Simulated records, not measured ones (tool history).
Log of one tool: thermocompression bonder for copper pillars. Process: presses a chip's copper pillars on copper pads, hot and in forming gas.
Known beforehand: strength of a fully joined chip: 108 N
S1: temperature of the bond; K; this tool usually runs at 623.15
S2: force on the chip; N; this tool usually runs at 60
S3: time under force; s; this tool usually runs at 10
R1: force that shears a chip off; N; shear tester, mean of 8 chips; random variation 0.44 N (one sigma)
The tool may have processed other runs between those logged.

| run | hour | S1 | S2 | S3 | R1 |
|---|---|---|---|---|---|
| 1 | 0 | 623.15 | 60 | 10 | 50 |
| 2 | 53.3 | 623.15 | 60 | 10 | 49.9 |
| 3 | 97.2 | 623.15 | 60 | 10 | 49.4 |
| 4 | 136.1 | 623.15 | 60 | 10 | 48.6 |
| 5 | 163.1 | 623.15 | 60 | 10 | 48.9 |
| 6 | 201.2 | 623.15 | 60 | 6 | 39.9 |
|  | 233 | forming gas filter changed |
| 7 | 237.6 | 623.15 | 60 | 6 | 44.7 |
| 8 | 269.3 | 623.15 | 52 | 10 | 48.4 |
| 9 | 295.8 | 623.15 | 60 | 10 | 53.3 |
| 10 | 333.6 | 623.15 | 67 | 10 | 55.9 |
| 11 | 366.3 | 623.15 | 67 | 10 | 55.5 |
| 12 | 392.2 | 623.15 | 60 | 10 | 52.3 |
| 13 | 420.3 | 623.15 | 40 | 10 | 38.5 |
| 14 | 467.4 | 623.15 | 40 | 10 | 38.3 |
| 15 | 491.8 | 623.15 | 40 | 10 | 38.7 |
| 16 | 532.3 | 623.15 | 40 | 10 | 37.1 |
| 17 | 578.4 | 593.15 | 40 | 10 | 24.4 |
| 18 | 621.7 | 593.15 | 40 | 10 | 23.6 |
| 19 | 646 | 593.15 | 40 | 10 | 23.6 |
| 20 | 696 | 638.15 | 62 | 12 | 61.3 |
| 21 | 736.2 | 629.15 | 60 | 8 | 47.4 |
| 22 | 767.8 | 629.15 | 60 | 8 | 46.5 |
| 23 | 804.5 | 623.15 | 59 | 6 | 38.2 |
| 24 | 859.3 | 623.15 | 51 | 20 | 53.1 |
| 25 | 917 | 616.15 | 60 | 17 | 51.1 |
|  | 948.6 | forming gas filter changed |
| 26 | 964.4 | 616.15 | 88 | 17 | 70.4 |
| 27 | 1013.6 | 605.15 | 88 | 15 | 61.1 |
| 28 | 1062.4 | 623.15 | 60 | 7 | 43.3 |

Forecast each of these 3 alternatives for the next run:
| A | 1097.6 | 614.15 | 60 | 7 | ? |
| B | 1097.6 | 616.15 | 59 | 10 | ? |
| C | 1097.6 | 623.15 | 55 | 10 | ? |

| run | R1 |
|---|---|
| A | 38.5 |
| B | 46 |
| C | 47.2 |
What these runs would have given with no unlogged condition in the tool:
| run | R1 |
|---|---|
| A | 42.3 |
| B | 50.2 |
| C | 51.4 |
